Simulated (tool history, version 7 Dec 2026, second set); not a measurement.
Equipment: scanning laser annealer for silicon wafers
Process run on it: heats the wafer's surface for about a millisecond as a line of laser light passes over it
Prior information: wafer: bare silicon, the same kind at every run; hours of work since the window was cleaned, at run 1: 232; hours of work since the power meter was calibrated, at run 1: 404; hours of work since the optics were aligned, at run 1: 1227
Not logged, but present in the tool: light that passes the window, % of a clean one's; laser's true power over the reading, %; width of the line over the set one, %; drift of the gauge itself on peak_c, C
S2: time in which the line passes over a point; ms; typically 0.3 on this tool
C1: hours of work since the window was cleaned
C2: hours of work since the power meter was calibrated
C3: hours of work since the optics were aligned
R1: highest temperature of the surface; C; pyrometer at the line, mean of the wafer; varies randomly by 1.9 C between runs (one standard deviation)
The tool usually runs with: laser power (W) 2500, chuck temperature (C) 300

{"run": 1, "hour": 0.0, "laser power (W)": 2500, "S2": 0.3, "chuck temperature (C)": 300, "C1": 232, "C2": 404, "C3": 1227, "R1": 1102}
{"run": 2, "hour": 37.6, "laser power (W)": 2500, "S2": 0.3, "chuck temperature (C)": 265, "C1": 255, "C2": 427, "C3": 1250, "R1": 1065}
{"run": 3, "hour": 67.4, "laser power (W)": 2500, "S2": 0.3, "chuck temperature (C)": 265, "C1": 274, "C2": 445, "C3": 1268, "R1": 1069}
{"run": 4, "hour": 104.6, "laser power (W)": 2500, "S2": 0.3, "chuck temperature (C)": 265, "C1": 297, "C2": 469, "C3": 1292, "R1": 1065}
{"run": 5, "hour": 142.1, "laser power (W)": 2500, "S2": 0.3, "chuck temperature (C)": 300, "C1": 320, "C2": 492, "C3": 1315, "R1": 1100}
{"run": 6, "hour": 179.0, "laser power (W)": 2500, "S2": 0.3, "chuck temperature (C)": 300, "C1": 343, "C2": 515, "C3": 1338, "R1": 1100}
{"run": 7, "hour": 204.8, "laser power (W)": 2500, "S2": 0.3, "chuck temperature (C)": 300, "C1": 359, "C2": 531, "C3": 1354, "R1": 1101}
{"run": 8, "hour": 223.8, "laser power (W)": 2500, "S2": 0.3, "chuck temperature (C)": 300, "C1": 371, "C2": 543, "C3": 1366, "R1": 1104}
{"run": 9, "hour": 248.8, "laser power (W)": 2500, "S2": 0.3, "chuck temperature (C)": 300, "C1": 386, "C2": 558, "C3": 1381, "R1": 1098}
{"run": 10, "hour": 264.9, "laser power (W)": 2500, "S2": 0.3, "chuck temperature (C)": 300, "C1": 396, "C2": 568, "C3": 1391, "R1": 1102}
{"run": 11, "hour": 299.0, "laser power (W)": 2500, "S2": 0.3, "chuck temperature (C)": 300, "C1": 417, "C2": 589, "C3": 1412, "R1": 1098}
{"run": 12, "hour": 335.7, "laser power (W)": 2500, "S2": 0.3, "chuck temperature (C)": 300, "C1": 440, "C2": 612, "C3": 1435, "R1": 1096}
{"run": 13, "hour": 353.2, "laser power (W)": 2500, "S2": 0.3, "chuck temperature (C)": 300, "C1": 451, "C2": 623, "C3": 1446, "R1": 1101}
{"run": 14, "hour": 369.2, "laser power (W)": 2500, "S2": 0.239, "chuck temperature (C)": 300, "C1": 461, "C2": 633, "C3": 1456, "R1": 999}
{"run": 15, "hour": 403.5, "laser power (W)": 2500, "S2": 0.239, "chuck temperature (C)": 300, "C1": 482, "C2": 654, "C3": 1477, "R1": 1004}
{"run": 16, "hour": 429.2, "laser power (W)": 2500, "S2": 0.233, "chuck temperature (C)": 300, "C1": 498, "C2": 670, "C3": 1493, "R1": 991}
{"run": 17, "hour": 458.6, "laser power (W)": 2500, "S2": 0.233, "chuck temperature (C)": 300, "C1": 516, "C2": 688, "C3": 1511, "R1": 991}
{"run": 18, "hour": 475.1, "laser power (W)": 2500, "S2": 0.233, "chuck temperature (C)": 300, "C1": 527, "C2": 698, "C3": 1521, "R1": 993}
{"run": 19, "hour": 498.6, "laser power (W)": 2500, "S2": 0.233, "chuck temperature (C)": 300, "C1": 541, "C2": 713, "C3": 1536, "R1": 989}
{"run": 20, "hour": 516.7, "laser power (W)": 2500, "S2": 0.3, "chuck temperature (C)": 300, "C1": 552, "C2": 724, "C3": 1547, "R1": 1103}
{"run": 21, "hour": 543.2, "laser power (W)": 2500, "S2": 0.3, "chuck temperature (C)": 300, "C1": 569, "C2": 741, "C3": 1564, "R1": 1100}
{"run": 22, "hour": 563.0, "laser power (W)": 2347, "S2": 0.303, "chuck temperature (C)": 316, "C1": 581, "C2": 753, "C3": 1576, "R1": 1069}
{"run": 23, "hour": 596.0, "laser power (W)": 2500, "S2": 0.301, "chuck temperature (C)": 300, "C1": 602, "C2": 774, "C3": 1597, "R1": 1106}
{"run": 24, "hour": 631.8, "laser power (W)": 2500, "S2": 0.301, "chuck temperature (C)": 300, "C1": 624, "C2": 796, "C3": 1619, "R1": 1101}
{"run": 25, "hour": 650.7, "laser power (W)": 2500, "S2": 0.301, "chuck temperature (C)": 300, "C1": 636, "C2": 808, "C3": 1631, "R1": 1102}
{"run": 26, "hour": 681.4, "laser power (W)": 2280, "S2": 0.3, "chuck temperature (C)": 300, "C1": 655, "C2": 827, "C3": 1650, "R1": 1025}
{"run": 27, "hour": 711.5, "laser power (W)": 2242, "S2": 0.32, "chuck temperature (C)": 300, "C1": 673, "C2": 845, "C3": 1668, "R1": 1043}
{"run": 28, "hour": 727.0, "laser power (W)": 2174, "S2": 0.3, "chuck temperature (C)": 300, "C1": 683, "C2": 855, "C3": 1678, "R1": 988}
{"run": 29, "hour": 757.7, "laser power (W)": 2174, "S2": 0.313, "chuck temperature (C)": 300, "C1": 702, "C2": 874, "C3": 1697, "R1": 1011}
{"run": 30, "hour": 777.7, "laser power (W)": 2129, "S2": 0.357, "chuck temperature (C)": 279, "C1": 715, "C2": 886, "C3": 1709, "R1": 1026}
{"run": 31, "hour": 797.7, "laser power (W)": 2501, "S2": 0.3, "chuck temperature (C)": 300, "C1": 727, "C2": 899, "C3": 1722, "R1": 1101}
{"run": 32, "hour": 826.1, "laser power (W)": 2371, "S2": 0.344, "chuck temperature (C)": 295, "C1": 745, "C2": 916, "C3": 1739, "R1": 1114}
{"run": 33, "hour": 858.5, "laser power (W)": 2500, "S2": 0.321, "chuck temperature (C)": 278, "C1": 765, "C2": 937, "C3": 1760, "R1": 1111}
{"run": 34, "hour": 894.3, "laser power (W)": 2500, "S2": 0.321, "chuck temperature (C)": 278, "C1": 787, "C2": 959, "C3": 1782, "R1": 1112}
{"run": 35, "hour": 909.7, "laser power (W)": 2285, "S2": 0.285, "chuck temperature (C)": 266, "C1": 796, "C2": 968, "C3": 1791, "R1": 970}
{"run": 36, "hour": 941.3, "laser power (W)": 2210, "S2": 0.242, "chuck temperature (C)": 266, "C1": 816, "C2": 988, "C3": 1811, "R1": 886}
{"run": 37, "hour": 973.9, "laser power (W)": 2210, "S2": 0.242, "chuck temperature (C)": 266, "C1": 836, "C2": 1008, "C3": 1831, "R1": 885}
{"hour": 994.0, "done": "optics aligned, line set to its width"}
{"run": 38, "hour": 1003.7, "laser power (W)": 2210, "S2": 0.242, "chuck temperature (C)": 266, "C1": 852, "C2": 1024, "C3": 6, "R1": 886}
{"run": 39, "hour": 1036.1, "laser power (W)": 2709, "S2": 0.216, "chuck temperature (C)": 285, "C1": 872, "C2": 1044, "C3": 26, "R1": 1005}
{"run": 40, "hour": 1065.4, "laser power (W)": 2500, "S2": 0.295, "chuck temperature (C)": 300, "C1": 890, "C2": 1062, "C3": 44, "R1": 1093}

What if the next run were any one of these 3? Each begins from the tool's condition after run 40:
{"run": "A", "hour": 1095.8, "laser power (W)": 2589, "S2": 0.302, "chuck temperature (C)": 306, "C1": 909, "C2": 1081, "C3": 63, "R1": "?"}
{"run": "B", "hour": 1095.8, "laser power (W)": 2500, "S2": 0.255, "chuck temperature (C)": 300, "C1": 909, "C2": 1081, "C3": 63, "R1": "?"}
{"run": "C", "hour": 1095.8, "laser power (W)": 2442, "S2": 0.295, "chuck temperature (C)": 263, "C1": 909, "C2": 1081, "C3": 63, "R1": "?"}

run=A R1=1142
run=B R1=1028
run=C R1=1036
With no hidden state in the tool, these same runs would have given:
run=A R1=1143
run=B R1=1029
run=C R1=1037

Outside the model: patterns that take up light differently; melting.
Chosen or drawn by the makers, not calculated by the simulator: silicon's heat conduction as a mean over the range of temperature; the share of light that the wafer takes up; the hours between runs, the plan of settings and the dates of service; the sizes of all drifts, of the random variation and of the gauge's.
